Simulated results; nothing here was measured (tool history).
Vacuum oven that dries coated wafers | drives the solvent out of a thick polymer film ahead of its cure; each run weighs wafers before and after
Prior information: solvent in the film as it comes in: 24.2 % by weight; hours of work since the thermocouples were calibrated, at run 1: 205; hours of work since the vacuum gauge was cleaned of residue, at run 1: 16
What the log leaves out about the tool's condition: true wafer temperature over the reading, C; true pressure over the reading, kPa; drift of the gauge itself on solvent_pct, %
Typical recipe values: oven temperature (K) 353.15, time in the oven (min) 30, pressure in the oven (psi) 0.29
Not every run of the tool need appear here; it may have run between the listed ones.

run    hour  oven temperature (K)  time in the oven (min)  pressure in the oven (psi)  hours of work since the thermocouples were calibrated  hours of work since the vacuum gauge was cleaned of residue  solvent left in the film (%)
  1       0                353.15                      30                        0.29                                                    205                                                           16                             3
  2    33.9                353.15                      30                        0.29                                                    225                                                           36                          2.92
  3    62.7                353.15                      30                        0.29                                                    242                                                           52                          2.86
  4    87.5                353.15                      30                       0.241                                                    256                                                           67                          2.52
  5   121.4                353.15                      30                       0.364                                                    276                                                           86                          3.39
  6   147.6                353.15                      30                       0.364                                                    291                                                          102                          3.43
  7   165.7                353.15                      30                        0.29                                                    302                                                          112                          2.92
  8   198.5                353.15                      16                        0.29                                                    321                                                          131                           5.7
  9   219.3                353.15                      16                        0.29                                                    333                                                          143                          5.78
 10   239.9                353.15                      30                        0.29                                                    345                                                          155                          2.95
 11     277                353.15                      30                        0.29                                                    366                                                          177                          2.88
 12   304.3                353.15                      30                       0.148                                                    382                                                          192                          1.96
 13   332.4                353.15                      30                        0.29                                                    398                                                          209                          3.04
 14   354.5                353.15                      30                        0.29                                                    411                                                          222                          2.98
 15   386.2                353.15                      30                        0.29                                                    429                                                          240                          2.88
 16   405.5                353.15                      30                       0.218                                                    441                                                          251                           2.5
 17   422.9                357.15                      30                        0.29                                                    451                                                          261                          2.12
 18   441.2                357.15                      30                        0.29                                                    461                                                          272                          2.15
 19     465                357.15                      30                        0.29                                                    475                                                          286                          2.07
 20   483.8                357.15                      30                        0.29                                                    486                                                          296                          2.08
 21   502.1                353.15                      30                        0.29                                                    496                                                          307                          2.95
 22   542.7                353.15                      30                        0.29                                                    520                                                          331                          2.86
 23   559.7                353.15                      30                        0.29                                                    530                                                          340                           2.9
 24   600.4                343.15                      17                        0.29                                                    553                                                          364                         10.36
 25   637.4                354.15                      17                        0.29                                                    575                                                          386                          4.78
 26     666                362.15                      18                        0.29                                                    591                                                          402                           2.1
 27     697                353.15                      28                        0.29                                                    609                                                          420                          3.17
 28     734                363.15                      53                        0.29                                                    631                                                          442                          1.35
 29   763.9                366.15                      53                       0.653                                                    648                                                          459                          2.83
 30   798.3                366.15                      42                       0.186                                                    668                                                          479                          0.84
 31   821.8                366.15                      42                       0.186                                                    682                                                          492                          0.82
 32   845.1                352.15                      41                       0.979                                                    695                                                          506                          7.56
 33   862.2                352.15                      25                       0.979                                                    705                                                          516                           8.5
 34   892.4                352.15                      25                       0.979                                                    723                                                          533                          8.42
 35   913.2                352.15                      25                       0.979                                                    735                                                          545                          8.42
 36   948.4                364.15                      41                       0.908                                                    755                                                          566                          4.17
 37   969.5                363.15                      30                       0.483                                                    767                                                          578                          2.33
 38  1003.8                359.15                      36                       0.149                                                    787                                                          598                          0.96
 39  1036.9                359.15                      49                       0.149                                                    806                                                          617                          0.88
 40  1063.5                348.15                      30                       0.355                                                    822                                                          632                          5.07
 41  1084.4                343.15                      35                        0.29                                                    834                                                          645                          5.95
 42  1105.2                361.15                      52                       0.708                                                    846                                                          657                          3.66
 43  1134.7                367.15                      26                        0.29                                                    863                                                          674                          1.23
 44  1165.9                342.15                      27                       0.336                                                    881                                                          692                          8.47
 45  1199.4                342.15                      27                       0.336                                                    901                                                          711                          8.38
 46  1239.7                356.15                      41                       0.212                                                    924                                                          735                           1.5

Consider 4 possible next runs. They are alternatives, not a sequence: every one starts from the tool as it was left by run 46. What does each give?
  A  1257.4                367.15                      41                       0.258                                                    934                                                          745                             ?
  B  1257.4                340.15                      20                       0.321                                                    934                                                          745                             ?
  C  1257.4                354.15                      15                        0.29                                                    934                                                          745                             ?
  D  1257.4                356.15                      41                       0.448                                                    934                                                          745                             ?

run  solvent left in the film (%)
  A                          1.11
  B                         11.47
  C                           5.7
  D                           2.9
With the hidden condition removed and each run's random variation left untouched, the same runs would have given:
run  solvent left in the film (%)
  A                          1.11
  B                          11.5
  C                          5.72
  D                           2.9

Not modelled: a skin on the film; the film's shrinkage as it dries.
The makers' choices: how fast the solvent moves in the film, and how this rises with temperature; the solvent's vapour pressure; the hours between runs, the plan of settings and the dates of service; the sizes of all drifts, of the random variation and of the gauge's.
